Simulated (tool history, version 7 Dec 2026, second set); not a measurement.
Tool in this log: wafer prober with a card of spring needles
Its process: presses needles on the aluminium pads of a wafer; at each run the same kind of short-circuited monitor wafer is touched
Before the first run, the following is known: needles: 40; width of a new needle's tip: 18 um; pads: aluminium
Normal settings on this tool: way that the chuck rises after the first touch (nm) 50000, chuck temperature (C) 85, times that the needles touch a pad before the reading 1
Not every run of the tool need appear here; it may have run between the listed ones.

run	hour	way that the chuck rises after the first touch (nm)	chuck temperature (C)	times that the needles touch a pad before the reading	resistance of one needle with its contact and lead (mohm)	way that a needle slides on the pad (nm)
1	0.0	50000	85	1	201	11780
# hour 1.5: tips cleaned on abrasive film
# hour 5.0: tips cleaned on abrasive film
# hour 7.8: tips cleaned on abrasive film
# hour 10.6: tips cleaned on abrasive film
# hour 13.4: tips cleaned on abrasive film
# hour 16.9: tips cleaned on abrasive film
# hour 20.4: tips cleaned on abrasive film
2	21.3	50000	85	1	195	11840
# hour 23.5: tips cleaned on abrasive film
# hour 26.3: tips cleaned on abrasive film
# hour 29.1: tips cleaned on abrasive film
# hour 32.6: tips cleaned on abrasive film
# hour 35.5: tips cleaned on abrasive film
# hour 38.3: tips cleaned on abrasive film
# hour 41.8: tips cleaned on abrasive film
# hour 45.3: tips cleaned on abrasive film
# hour 48.1: tips cleaned on abrasive film
# hour 51.6: tips cleaned on abrasive film
3	52.7	50000	85	1	200	11520
# hour 54.8: tips cleaned on abrasive film
# hour 57.7: tips cleaned on abrasive film
# hour 60.7: height of the first contact set anew
# hour 61.5: tips cleaned on abrasive film
# hour 65.0: tips cleaned on abrasive film
# hour 67.8: tips cleaned on abrasive film
# hour 70.6: tips cleaned on abrasive film
# hour 74.1: tips cleaned on abrasive film
# hour 76.9: tips cleaned on abrasive film
4	78.0	50000	85	1	203	10690
# hour 80.2: tips cleaned on abrasive film
# hour 83.7: tips cleaned on abrasive film
# hour 87.2: tips cleaned on abrasive film
# hour 90.0: tips cleaned on abrasive film
# hour 92.8: tips cleaned on abrasive film
# hour 95.7: tips cleaned on abrasive film
# hour 99.2: tips cleaned on abrasive film
# hour 102.6: tips cleaned on abrasive film
5	102.6	50000	85	1	190	10420
# hour 105.4: tips cleaned on abrasive film
# hour 108.2: tips cleaned on abrasive film
# hour 111.7: tips cleaned on abrasive film
# hour 114.6: tips cleaned on abrasive film
# hour 118.1: tips cleaned on abrasive film
# hour 121.6: tips cleaned on abrasive film
# hour 125.1: tips cleaned on abrasive film
# hour 126.7: height of the first contact set anew, once more
# hour 128.2: tips cleaned on abrasive film
# hour 131.0: tips cleaned on abrasive film
6	132.9	50000	85	1	198	12140
# hour 134.4: tips cleaned on abrasive film
# hour 137.2: tips cleaned on abrasive film
# hour 140.7: tips cleaned on abrasive film
# hour 144.2: tips cleaned on abrasive film
# hour 147.7: tips cleaned on abrasive film
# hour 150.6: tips cleaned on abrasive film
7	153.2	42000	85	1	217	10450
# hour 154.0: tips cleaned on abrasive film
# hour 156.8: tips cleaned on abrasive film
# hour 160.3: tips cleaned on abrasive film
# hour 172.3: card fitted with new needles
# hour 175.1: tips cleaned on abrasive film
# hour 178.6: tips cleaned on abrasive film
# hour 182.1: tips cleaned on abrasive film
# hour 185.0: tips cleaned on abrasive film
# hour 188.5: tips cleaned on abrasive film
# hour 191.3: tips cleaned on abrasive film
# hour 194.1: tips cleaned on abrasive film
# hour 197.6: tips cleaned on abrasive film
8	198.3	42000	85	1	194	10190
# hour 200.5: tips cleaned on abrasive film
# hour 204.0: tips cleaned on abrasive film
# hour 206.8: tips cleaned on abrasive film
# hour 210.3: tips cleaned on abrasive film
# hour 213.1: tips cleaned on abrasive film
# hour 216.0: tips cleaned on abrasive film
9	217.7	42000	85	1	200	10200
# hour 219.1: tips cleaned on abrasive film
# hour 221.9: tips cleaned on abrasive film
# hour 224.8: tips cleaned on abrasive film
# hour 227.6: tips cleaned on abrasive film
# hour 231.1: tips cleaned on abrasive film
# hour 234.6: tips cleaned on abrasive film
# hour 237.4: tips cleaned on abrasive film
10	238.3	42000	85	1	197	10240
# hour 240.4: tips cleaned on abrasive film
# hour 243.3: tips cleaned on abrasive film
# hour 246.1: tips cleaned on abrasive film
# hour 249.6: tips cleaned on abrasive film
# hour 252.4: tips cleaned on abrasive film
# hour 255.9: tips cleaned on abrasive film
# hour 258.7: tips cleaned on abrasive film
# hour 261.6: tips cleaned on abrasive film
# hour 265.1: tips cleaned on abrasive film
# hour 268.6: tips cleaned on abrasive film
# hour 271.4: tips cleaned on abrasive film
11	271.6	42000	85	1	190	9920
# hour 274.4: tips cleaned on abrasive film
# hour 277.9: tips cleaned on abrasive film
# hour 280.8: tips cleaned on abrasive film
# hour 283.6: tips cleaned on abrasive film
# hour 286.4: tips cleaned on abrasive film
# hour 289.9: tips cleaned on abrasive film
# hour 293.4: tips cleaned on abrasive film
# hour 296.9: tips cleaned on abrasive film
12	298.7	50000	75	2	186	11710
# hour 300.1: tips cleaned on abrasive film
# hour 303.0: tips cleaned on abrasive film
# hour 306.5: tips cleaned on abrasive film
# hour 309.3: tips cleaned on abrasive film
# hour 312.8: tips cleaned on abrasive film
13	314.7	50000	75	2	190	11610
# hour 316.1: tips cleaned on abrasive film
# hour 319.0: tips cleaned on abrasive film
# hour 321.8: tips cleaned on abrasive film
# hour 325.3: tips cleaned on abrasive film
# hour 328.1: tips cleaned on abrasive film
# hour 330.9: tips cleaned on abrasive film
# hour 333.8: tips cleaned on abrasive film
14	334.3	42000	100	2	197	9650
# hour 337.1: tips cleaned on abrasive film
# hour 340.6: tips cleaned on abrasive film
# hour 344.1: tips cleaned on abrasive film
# hour 347.0: tips cleaned on abrasive film
# hour 349.8: tips cleaned on abrasive film
# hour 353.3: tips cleaned on abrasive film
# hour 356.1: tips cleaned on abrasive film
15	357.5	36000	85	2	210	7920
# hour 359.6: tips cleaned on abrasive film
# hour 363.1: tips cleaned on abrasive film
# hour 366.6: tips cleaned on abrasive film
# hour 370.1: tips cleaned on abrasive film
# hour 371.1: height of the first contact set anew
# hour 373.2: tips cleaned on abrasive film
# hour 376.0: tips cleaned on abrasive film
# hour 378.9: tips cleaned on abrasive film
# hour 382.0: tips cleaned on abrasive film
16	382.0	36000	85	2	192	8740
# hour 385.5: tips cleaned on abrasive film
# hour 388.3: tips cleaned on abrasive film
# hour 391.2: tips cleaned on abrasive film
# hour 394.7: tips cleaned on abrasive film
# hour 398.2: tips cleaned on abrasive film
# hour 401.4: tips cleaned on abrasive film
17	401.4	36000	85	2	193	8840
# hour 404.2: tips cleaned on abrasive film
# hour 407.1: tips cleaned on abrasive film
# hour 409.9: tips cleaned on abrasive film
# hour 412.7: tips cleaned on abrasive film
# hour 416.2: tips cleaned on abrasive film
# hour 419.0: tips cleaned on abrasive film
# hour 421.9: tips cleaned on abrasive film
18	423.4	43000	85	2	201	10410
# hour 424.9: tips cleaned on abrasive film
# hour 428.4: tips cleaned on abrasive film
# hour 431.2: tips cleaned on abrasive film
# hour 434.0: tips cleaned on abrasive film
# hour 436.9: tips cleaned on abrasive film
# hour 439.7: tips cleaned on abrasive film
19	442.4	31000	85	2	238	7510

Forecast each of these 5 alternatives for the next run:
# hour 443.2: tips cleaned on abrasive film
# hour 446.0: tips cleaned on abrasive film
# hour 448.8: tips cleaned on abrasive film
# hour 451.6: tips cleaned on abrasive film
# hour 454.5: tips cleaned on abrasive film
# hour 457.3: tips cleaned on abrasive film
# hour 460.1: tips cleaned on abrasive film
# hour 463.6: tips cleaned on abrasive film
# hour 467.1: tips cleaned on abrasive film
# hour 469.9: tips cleaned on abrasive film
A	472.4	50000	85	1	?	?
# hour 443.2: tips cleaned on abrasive film
# hour 446.0: tips cleaned on abrasive film
# hour 448.8: tips cleaned on abrasive film
# hour 451.6: tips cleaned on abrasive film
# hour 454.5: tips cleaned on abrasive film
# hour 457.3: tips cleaned on abrasive film
# hour 460.1: tips cleaned on abrasive film
# hour 463.6: tips cleaned on abrasive film
# hour 467.1: tips cleaned on abrasive film
# hour 469.9: tips cleaned on abrasive film
B	472.4	44000	34	2	?	?
# hour 443.2: tips cleaned on abrasive film
# hour 446.0: tips cleaned on abrasive film
# hour 448.8: tips cleaned on abrasive film
# hour 451.6: tips cleaned on abrasive film
# hour 454.5: tips cleaned on abrasive film
# hour 457.3: tips cleaned on abrasive film
# hour 460.1: tips cleaned on abrasive film
# hour 463.6: tips cleaned on abrasive film
# hour 467.1: tips cleaned on abrasive film
# hour 469.9: tips cleaned on abrasive film
C	472.4	65000	85	2	?	?
# hour 443.2: tips cleaned on abrasive film
# hour 446.0: tips cleaned on abrasive film
# hour 448.8: tips cleaned on abrasive film
# hour 451.6: tips cleaned on abrasive film
# hour 454.5: tips cleaned on abrasive film
# hour 457.3: tips cleaned on abrasive film
# hour 460.1: tips cleaned on abrasive film
# hour 463.6: tips cleaned on abrasive film
# hour 467.1: tips cleaned on abrasive film
# hour 469.9: tips cleaned on abrasive film
D	472.4	68000	102	1	?	?
# hour 443.2: tips cleaned on abrasive film
# hour 446.0: tips cleaned on abrasive film
# hour 448.8: tips cleaned on abrasive film
# hour 451.6: tips cleaned on abrasive film
# hour 454.5: tips cleaned on abrasive film
# hour 457.3: tips cleaned on abrasive film
# hour 460.1: tips cleaned on abrasive film
# hour 463.6: tips cleaned on abrasive film
# hour 467.1: tips cleaned on abrasive film
# hour 469.9: tips cleaned on abrasive film
E	472.4	53000	85	2	?	?

run	resistance of one needle with its contact and lead (mohm)	way that a needle slides on the pad (nm)
A	206	11710
B	193	10400
C	183	15640
D	186	16260
E	192	12520
Stripped of hidden state, with their random variation kept, the same runs would have yielded:
run	resistance of one needle with its contact and lead (mohm)	way that a needle slides on the pad (nm)
A	180	12230
B	171	10920
C	172	16160
D	171	16770
E	176	13030
